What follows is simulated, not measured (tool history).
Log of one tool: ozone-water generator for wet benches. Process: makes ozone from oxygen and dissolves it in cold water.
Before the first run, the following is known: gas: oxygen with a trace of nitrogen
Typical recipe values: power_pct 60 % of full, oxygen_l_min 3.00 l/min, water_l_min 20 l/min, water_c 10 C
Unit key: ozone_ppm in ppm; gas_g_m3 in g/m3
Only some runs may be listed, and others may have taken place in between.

Run 1, day 0.000: usual settings. Result: ozone_ppm 11.2 ppm, gas_g_m3 125.1 g/m3.
Run 2, day 5.667: usual settings. Result: ozone_ppm 11.1 ppm, gas_g_m3 125.7 g/m3.
Run 3, day 11.779: usual settings. Result: ozone_ppm 11.2 ppm, gas_g_m3 127.9 g/m3.
Run 4, day 14.525: usual settings. Result: ozone_ppm 11.0 ppm, gas_g_m3 127.5 g/m3.
Run 5, day 18.738: usual settings. Result: ozone_ppm 11.1 ppm, gas_g_m3 126.1 g/m3.
Run 6, day 24.579: usual settings but oxygen_l_min 2.80 l/min. Result: ozone_ppm 10.8 ppm, gas_g_m3 132.3 g/m3.
At day 25.279: water thermometer calibrated.
At day 26.267: contactor cleaned.
Run 7, day 28.379: usual settings but oxygen_l_min 2.80 l/min. Result: ozone_ppm 10.9 ppm, gas_g_m3 131.5 g/m3.
Run 8, day 33.021: usual settings but oxygen_l_min 5.29 l/min. Result: ozone_ppm 11.1 ppm, gas_g_m3 88.6 g/m3.
Run 9, day 37.488: usual settings but water_l_min 16 l/min. Result: ozone_ppm 13.7 ppm, gas_g_m3 127.1 g/m3.
Run 10, day 42.692: usual settings but water_l_min 16 l/min. Result: ozone_ppm 13.7 ppm, gas_g_m3 126.8 g/m3.
Run 11, day 46.025: usual settings. Result: ozone_ppm 11.2 ppm, gas_g_m3 127.3 g/m3.
Run 12, day 50.217: usual settings. Result: ozone_ppm 11.0 ppm, gas_g_m3 126.4 g/m3.
Run 13, day 55.233: usual settings but power_pct 48 % of full. Result: ozone_ppm 9.4 ppm, gas_g_m3 105.9 g/m3.
Run 14, day 59.392: usual settings but oxygen_l_min 4.60 l/min. Result: ozone_ppm 11.3 ppm, gas_g_m3 96.8 g/m3.
Run 15, day 62.121: usual settings but oxygen_l_min 4.60 l/min. Result: ozone_ppm 11.3 ppm, gas_g_m3 96.6 g/m3.
Run 16, day 67.425: usual settings but oxygen_l_min 4.60 l/min. Result: ozone_ppm 11.4 ppm, gas_g_m3 96.5 g/m3.
Run 17, day 72.683: usual settings. Result: ozone_ppm 11.1 ppm, gas_g_m3 127.9 g/m3.
Run 18, day 78.512: usual settings. Result: ozone_ppm 11.1 ppm, gas_g_m3 127.4 g/m3.
Run 19, day 82.721: usual settings but power_pct 80 % of full, water_l_min 15 l/min. Result: ozone_ppm 17.6 ppm, gas_g_m3 155.4 g/m3.
Run 20, day 88.350: usual settings but power_pct 80 % of full, water_l_min 15 l/min. Result: ozone_ppm 17.6 ppm, gas_g_m3 157.0 g/m3.
Run 21, day 93.275: usual settings but power_pct 83 % of full, oxygen_l_min 4.25 l/min. Result: ozone_ppm 14.3 ppm, gas_g_m3 130.0 g/m3.
Run 22, day 96.046: usual settings but power_pct 83 % of full, oxygen_l_min 2.44 l/min, water_l_min 27 l/min. Result: ozone_ppm 10.0 ppm, gas_g_m3 183.5 g/m3.
Run 23, day 100.162: usual settings but power_pct 83 % of full, oxygen_l_min 2.44 l/min, water_l_min 27 l/min. Result: ozone_ppm 10.1 ppm, gas_g_m3 183.3 g/m3.
Run 24, day 105.000: usual settings. Result: ozone_ppm 10.9 ppm, gas_g_m3 124.9 g/m3.
Run 25, day 109.608: usual settings but power_pct 43 % of full, oxygen_l_min 1.75 l/min. Result: ozone_ppm 8.0 ppm, gas_g_m3 137.8 g/m3.
Run 26, day 113.946: usual settings but power_pct 46 % of full, oxygen_l_min 1.75 l/min, water_c 6 C. Result: ozone_ppm 8.7 ppm, gas_g_m3 146.1 g/m3.
Run 27, day 118.396: usual settings but power_pct 46 % of full, oxygen_l_min 1.75 l/min, water_c 6 C. Result: ozone_ppm 8.3 ppm, gas_g_m3 146.3 g/m3.
Run 28, day 122.046: usual settings but water_l_min 25 l/min, water_c 18 C. Result: ozone_ppm 8.2 ppm, gas_g_m3 127.5 g/m3.
Run 29, day 126.400: usual settings but power_pct 86 % of full, oxygen_l_min 3.35 l/min, water_l_min 24 l/min, water_c 6 C. Result: ozone_ppm 12.4 ppm, gas_g_m3 154.6 g/m3.
Run 30, day 130.717: usual settings but power_pct 61 % of full, oxygen_l_min 3.35 l/min, water_l_min 24 l/min, water_c 6 C. Result: ozone_ppm 9.7 ppm, gas_g_m3 119.5 g/m3.
Run 31, day 134.504: usual settings but water_l_min 31 l/min. Result: ozone_ppm 7.0 ppm, gas_g_m3 126.3 g/m3.
Run 32, day 137.096: usual settings but water_l_min 31 l/min. Result: ozone_ppm 7.3 ppm, gas_g_m3 126.8 g/m3.
Run 33, day 141.492: usual settings but water_l_min 31 l/min. Result: ozone_ppm 7.0 ppm, gas_g_m3 125.0 g/m3.

4 options for the next run, each taken on its own from the tool as it stands now. Forecast them:
Run A, day 145.654: usual settings but power_pct 87 % of full, oxygen_l_min 4.56 l/min, water_l_min 31 l/min. Result: ozone_ppm ?, gas_g_m3 ?.
Run B, day 145.654: usual settings but oxygen_l_min 4.50 l/min, water_l_min 31 l/min. Result: ozone_ppm ?, gas_g_m3 ?.
Run C, day 145.654: usual settings but power_pct 64 % of full, water_l_min 14 l/min, water_c 8 C. Result: ozone_ppm ?, gas_g_m3 ?.
Run D, day 145.654: usual settings but power_pct 51 % of full, water_l_min 15 l/min, water_c 6 C. Result: ozone_ppm ?, gas_g_m3 ?.

run  ozone_ppm  gas_g_m3
  A        9.6     128.6
  B        7.6      97.8
  C       16.4     132.3
  D       13.2     113.6
With no hidden state in the tool, these same runs would have given:
run  ozone_ppm  gas_g_m3
  A        9.7     128.9
  B        7.6      97.9
  C       16.4     132.5
  D       13.2     113.7

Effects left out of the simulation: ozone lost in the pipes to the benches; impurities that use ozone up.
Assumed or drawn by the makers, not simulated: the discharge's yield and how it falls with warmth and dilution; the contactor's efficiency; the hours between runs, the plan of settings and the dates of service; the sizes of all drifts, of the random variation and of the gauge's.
